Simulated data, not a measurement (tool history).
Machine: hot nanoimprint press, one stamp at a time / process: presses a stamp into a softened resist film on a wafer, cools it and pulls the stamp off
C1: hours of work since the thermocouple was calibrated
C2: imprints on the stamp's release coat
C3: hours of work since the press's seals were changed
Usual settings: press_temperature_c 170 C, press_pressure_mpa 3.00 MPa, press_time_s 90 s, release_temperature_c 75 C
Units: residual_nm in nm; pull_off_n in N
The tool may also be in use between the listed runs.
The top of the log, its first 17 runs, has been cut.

{"run": 18, "hour": 148.5, "press_temperature_c": 170, "press_pressure_mpa": 4.17, "press_time_s": 90, "release_temperature_c": 64, "C1": 91, "C2": 152, "C3": 299, "residual_nm": 123.1, "pull_off_n": 172}
{"run": 19, "hour": 158.5, "press_temperature_c": 170, "press_pressure_mpa": 4.17, "press_time_s": 90, "release_temperature_c": 64, "C1": 98, "C2": 178, "C3": 307, "residual_nm": 121.0, "pull_off_n": 171}
{"run": 20, "hour": 165.7, "press_temperature_c": 168, "press_pressure_mpa": 2.97, "press_time_s": 52, "release_temperature_c": 67, "C1": 104, "C2": 196, "C3": 312, "residual_nm": 191.3, "pull_off_n": 170}
{"run": 21, "hour": 175.7, "press_temperature_c": 170, "press_pressure_mpa": 3.0, "press_time_s": 179, "release_temperature_c": 75, "C1": 112, "C2": 221, "C3": 320, "residual_nm": 119.0, "pull_off_n": 156}
{"run": 22, "hour": 187.3, "press_temperature_c": 164, "press_pressure_mpa": 2.45, "press_time_s": 64, "release_temperature_c": 63, "C1": 121, "C2": 251, "C3": 329, "residual_nm": 230.8, "pull_off_n": 178}
{"run": 23, "hour": 199.4, "press_temperature_c": 178, "press_pressure_mpa": 2.15, "press_time_s": 170, "release_temperature_c": 65, "C1": 130, "C2": 282, "C3": 338, "residual_nm": 104.2, "pull_off_n": 169}
{"run": 24, "hour": 211.6, "press_temperature_c": 178, "press_pressure_mpa": 2.15, "press_time_s": 170, "release_temperature_c": 65, "C1": 139, "C2": 313, "C3": 347, "residual_nm": 105.1, "pull_off_n": 175}
{"run": 25, "hour": 219.9, "press_temperature_c": 169, "press_pressure_mpa": 1.84, "press_time_s": 142, "release_temperature_c": 63, "C1": 146, "C2": 334, "C3": 354, "residual_nm": 176.3, "pull_off_n": 184}
{"run": 26, "hour": 226.6, "press_temperature_c": 170, "press_pressure_mpa": 3.6, "press_time_s": 90, "release_temperature_c": 82, "C1": 151, "C2": 351, "C3": 359, "residual_nm": 133.4, "pull_off_n": 150}
{"run": 27, "hour": 238.6, "press_temperature_c": 179, "press_pressure_mpa": 1.9, "press_time_s": 106, "release_temperature_c": 75, "C1": 160, "C2": 382, "C3": 368, "residual_nm": 128.5, "pull_off_n": 162}
{"run": 28, "hour": 244.5, "press_temperature_c": 177, "press_pressure_mpa": 4.75, "press_time_s": 90, "release_temperature_c": 75, "C1": 165, "C2": 397, "C3": 373, "residual_nm": 84.1, "pull_off_n": 164}
{"run": 29, "hour": 252.1, "press_temperature_c": 170, "press_pressure_mpa": 3.0, "press_time_s": 159, "release_temperature_c": 69, "C1": 170, "C2": 416, "C3": 379, "residual_nm": 123.6, "pull_off_n": 170}
{"run": 30, "hour": 264.1, "press_temperature_c": 162, "press_pressure_mpa": 3.0, "press_time_s": 90, "release_temperature_c": 82, "C1": 180, "C2": 447, "C3": 388, "residual_nm": 211.6, "pull_off_n": 149}

Predict each of these 4 candidate next runs independently; none follows another, all start after run 30:
{"run": "A", "hour": 273.9, "press_temperature_c": 173, "press_pressure_mpa": 3.0, "press_time_s": 90, "release_temperature_c": 61, "C1": 187, "C2": 471, "C3": 395, "residual_nm": "?", "pull_off_n": "?"}
{"run": "B", "hour": 273.9, "press_temperature_c": 163, "press_pressure_mpa": 3.0, "press_time_s": 90, "release_temperature_c": 75, "C1": 187, "C2": 471, "C3": 395, "residual_nm": "?", "pull_off_n": "?"}
{"run": "C", "hour": 273.9, "press_temperature_c": 177, "press_pressure_mpa": 4.38, "press_time_s": 90, "release_temperature_c": 75, "C1": 187, "C2": 471, "C3": 395, "residual_nm": "?", "pull_off_n": "?"}
{"run": "D", "hour": 273.9, "press_temperature_c": 163, "press_pressure_mpa": 3.0, "press_time_s": 90, "release_temperature_c": 82, "C1": 187, "C2": 471, "C3": 395, "residual_nm": "?", "pull_off_n": "?"}

run=A residual_nm=131.7 pull_off_n=193
run=B residual_nm=203.7 pull_off_n=165
run=C residual_nm=89.5 pull_off_n=168
run=D residual_nm=202.6 pull_off_n=155
Without the tool's hidden state the same runs would have given:
run=A residual_nm=126.0 pull_off_n=163
run=B residual_nm=195.3 pull_off_n=140
run=C residual_nm=84.9 pull_off_n=143
run=D residual_nm=194.2 pull_off_n=131
